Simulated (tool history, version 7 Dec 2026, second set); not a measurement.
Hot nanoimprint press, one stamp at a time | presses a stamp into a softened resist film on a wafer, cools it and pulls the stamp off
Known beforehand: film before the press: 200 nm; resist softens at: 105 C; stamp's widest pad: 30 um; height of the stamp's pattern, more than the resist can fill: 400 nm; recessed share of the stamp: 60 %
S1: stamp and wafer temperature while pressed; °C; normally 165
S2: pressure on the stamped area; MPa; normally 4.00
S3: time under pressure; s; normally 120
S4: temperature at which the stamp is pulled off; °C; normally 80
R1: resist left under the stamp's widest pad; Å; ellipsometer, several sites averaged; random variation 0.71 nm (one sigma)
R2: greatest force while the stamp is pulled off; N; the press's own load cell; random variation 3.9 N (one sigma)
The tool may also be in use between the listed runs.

run 1 hour=0.0 | S1=165 S2=4.00 S3=120 S4=80 | R1=900 R2=229
run 2 hour=37.1 | S1=165 S2=5.64 S3=120 S4=80 | R1=772 R2=238
run 3 hour=88.7 | S1=165 S2=5.64 S3=120 S4=80 | R1=760 R2=241
run 4 hour=131.1 | S1=165 S2=5.64 S3=120 S4=80 | R1=770 R2=256
run 5 hour=158.6 | S1=165 S2=5.64 S3=120 S4=80 | R1=756 R2=257
run 6 hour=188.1 | S1=165 S2=4.00 S3=120 S4=80 | R1=870 R2=250
run 7 hour=218.2 | S1=177 S2=4.00 S3=191 S4=80 | R1=316 R2=267
run 8 hour=250.7 | S1=167 S2=3.07 S3=95 S4=68 | R1=922 R2=347
run 9 hour=284.8 | S1=165 S2=4.00 S3=202 S4=81 | R1=679 R2=268
run 10 hour=319.6 | S1=165 S2=2.41 S3=202 S4=81 | R1=838 R2=268
run 11 hour=341.0 | S1=173 S2=5.19 S3=202 S4=81 | R1=344 R2=269
-- hour=366.1 stamp cleaned and given a new release coat
run 12 hour=371.2 | S1=155 S2=3.85 S3=202 S4=81 | R1=1288 R2=173

Forecast each of these 5 alternatives for the next run:
run A hour=404.3 | S1=165 S2=3.62 S3=120 S4=80 | R1=? R2=?
run B hour=404.3 | S1=165 S2=4.00 S3=65 S4=77 | R1=? R2=?
run C hour=404.3 | S1=175 S2=5.10 S3=203 S4=80 | R1=? R2=?
run D hour=404.3 | S1=159 S2=3.03 S3=120 S4=80 | R1=? R2=?
run E hour=404.3 | S1=165 S2=4.00 S3=120 S4=79 | R1=? R2=?

run=A R1=860 R2=181
run=B R1=1046 R2=207
run=C R1=309 R2=187
run=D R1=1307 R2=186
run=E R1=829 R2=183
With no hidden state in the tool, these same runs would have given:
run=A R1=929 R2=184
run=B R1=1117 R2=210
run=C R1=328 R2=189
run=D R1=1393 R2=188
run=E R1=894 R2=185

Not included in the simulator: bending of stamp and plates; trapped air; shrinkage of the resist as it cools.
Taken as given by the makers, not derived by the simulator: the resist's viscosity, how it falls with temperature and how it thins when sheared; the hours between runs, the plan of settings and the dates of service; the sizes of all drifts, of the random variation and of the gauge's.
